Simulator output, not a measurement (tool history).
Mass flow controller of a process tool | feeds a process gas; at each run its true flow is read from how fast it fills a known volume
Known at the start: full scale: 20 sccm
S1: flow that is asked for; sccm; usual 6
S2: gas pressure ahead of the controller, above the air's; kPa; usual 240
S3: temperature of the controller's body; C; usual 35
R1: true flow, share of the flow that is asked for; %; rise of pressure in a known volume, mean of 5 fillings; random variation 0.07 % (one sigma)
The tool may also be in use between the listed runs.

run     day  S1   S2  S3      R1
  1   0.000   6  240  35   98.59
  2   3.762   6  240  35   98.59
  3  10.004   6  240  35   98.68
  4  15.983   6  240  35   98.97
  5  20.950   6  240  35   98.98
  6  26.042   6  240  35   99.00
  7  30.967   6  240  35   99.17
  8  37.083   6  240  35   99.32
  9  42.667   6  240  35   99.36
 10  51.050   6  240  35   99.50
 11  57.108  10  240  35   99.83
 12  63.988  10  240  35   99.90
 13  68.729   6  240  35   99.94
 14  77.088   6  240  35  100.05
 15  82.488   6  240  35  100.08
 16  86.608   6  157  21  101.29
 17  91.558   2  234  27  101.07

Run 18 comes next. What will it give?
     94.221  -- gauge calibrated
 18  97.875   2  240  27   ?

{"run 18": {"R1": 99.39}}
Without the tool's hidden state the same run would have given R1 99.30 %.
